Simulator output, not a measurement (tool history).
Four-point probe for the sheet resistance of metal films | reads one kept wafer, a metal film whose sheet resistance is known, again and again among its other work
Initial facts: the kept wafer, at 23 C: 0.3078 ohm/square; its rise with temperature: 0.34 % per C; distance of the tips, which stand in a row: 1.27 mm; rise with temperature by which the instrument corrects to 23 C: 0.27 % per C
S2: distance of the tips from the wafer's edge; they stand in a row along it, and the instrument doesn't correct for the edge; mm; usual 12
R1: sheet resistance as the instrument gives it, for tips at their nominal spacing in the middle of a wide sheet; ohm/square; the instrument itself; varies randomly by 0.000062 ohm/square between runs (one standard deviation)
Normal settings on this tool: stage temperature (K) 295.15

Run 1, hour 0: usual settings. Result: R1 0.3094 ohm/square.
Run 2, hour 29.7: usual settings. Result: R1 0.309333 ohm/square.
Run 3, hour 58.1: usual settings. Result: R1 0.309495 ohm/square.
Run 4, hour 75.3: usual settings. Result: R1 0.309369 ohm/square.
At hour 88.1: stage's thermometer calibrated.
Run 5, hour 92.9: usual settings but stage temperature (K) 301.15. Result: R1 0.310691 ohm/square.
Run 6, hour 116.6: usual settings. Result: R1 0.309449 ohm/square.
Run 7, hour 148: usual settings. Result: R1 0.309456 ohm/square.
Run 8, hour 166.1: usual settings. Result: R1 0.309491 ohm/square.
Run 9, hour 186.9: usual settings. Result: R1 0.309501 ohm/square.
Run 10, hour 215.5: usual settings. Result: R1 0.309438 ohm/square.
Run 11, hour 235.7: usual settings but S2 4 mm. Result: R1 0.323423 ohm/square.
Run 12, hour 250.6: usual settings but S2 4 mm. Result: R1 0.323415 ohm/square.
Run 13, hour 283.5: usual settings. Result: R1 0.309411 ohm/square.
Run 14, hour 303.2: usual settings but S2 8 mm. Result: R1 0.311802 ohm/square.
Run 15, hour 332.4: usual settings but stage temperature (K) 299.15, S2 8 mm. Result: R1 0.312506 ohm/square.
Run 16, hour 358.9: usual settings but stage temperature (K) 299.15, S2 8 mm. Result: R1 0.312643 ohm/square.
Run 17, hour 387.5: usual settings but S2 46 mm. Result: R1 0.307785 ohm/square.
Run 18, hour 418: usual settings but S2 66 mm. Result: R1 0.307589 ohm/square.
Run 19, hour 441.4: usual settings but stage temperature (K) 305.15, S2 29 mm. Result: R1 0.309847 ohm/square.
Run 20, hour 460.7: usual settings but stage temperature (K) 301.15, S2 16 mm. Result: R1 0.309804 ohm/square.
Run 21, hour 479.4: usual settings but stage temperature (K) 301.15, S2 16 mm. Result: R1 0.309925 ohm/square.
Run 22, hour 493: usual settings but stage temperature (K) 301.15, S2 16 mm. Result: R1 0.309898 ohm/square.
Run 23, hour 521.1: usual settings but stage temperature (K) 294.15, S2 15 mm. Result: R1 0.308615 ohm/square.
Run 24, hour 541.3: usual settings but stage temperature (K) 307.15, S2 4 mm. Result: R1 0.325857 ohm/square.
Run 25, hour 573.3: usual settings but stage temperature (K) 304.15, S2 6 mm. Result: R1 0.316737 ohm/square.
Run 26, hour 589.8: usual settings but stage temperature (K) 292.15, S2 16 mm. Result: R1 0.308033 ohm/square.
Run 27, hour 611.6: usual settings but stage temperature (K) 301.15, S2 7 mm. Result: R1 0.314288 ohm/square.
Run 28, hour 631.9: usual settings but stage temperature (K) 299.15. Result: R1 0.310338 ohm/square.
Run 29, hour 661.3: usual settings but stage temperature (K) 305.15, S2 72 mm. Result: R1 0.30968 ohm/square.
Run 30, hour 682.5: usual settings but stage temperature (K) 299.15, S2 3 mm. Result: R1 0.335222 ohm/square.
Run 31, hour 714.5: usual settings but stage temperature (K) 296.15, S2 23 mm. Result: R1 0.308293 ohm/square.
Run 32, hour 746.2: usual settings but stage temperature (K) 296.15, S2 23 mm. Result: R1 0.308437 ohm/square.

5 options for the next run, each taken on its own from the tool as it stands now. Forecast them:
Run A, hour 761.1: usual settings but stage temperature (K) 298.15, S2 39 mm. Result: R1 ?.
Run B, hour 761.1: usual settings but stage temperature (K) 296.15, S2 5 mm. Result: R1 ?.
Run C, hour 761.1: usual settings but stage temperature (K) 300.15, S2 54 mm. Result: R1 ?.
Run D, hour 761.1: usual settings but stage temperature (K) 292.15, S2 23 mm. Result: R1 ?.
Run E, hour 761.1: usual settings but stage temperature (K) 292.15, S2 11 mm. Result: R1 ?.

run        R1
  A  0.308443
  B  0.318159
  C   0.30879
  D  0.307588
  E  0.309214
Take away the tool's hidden state, keep each run's random variation, and the runs would have read:
run        R1
  A  0.308451
  B  0.318168
  C  0.308798
  D  0.307596
  E  0.309222
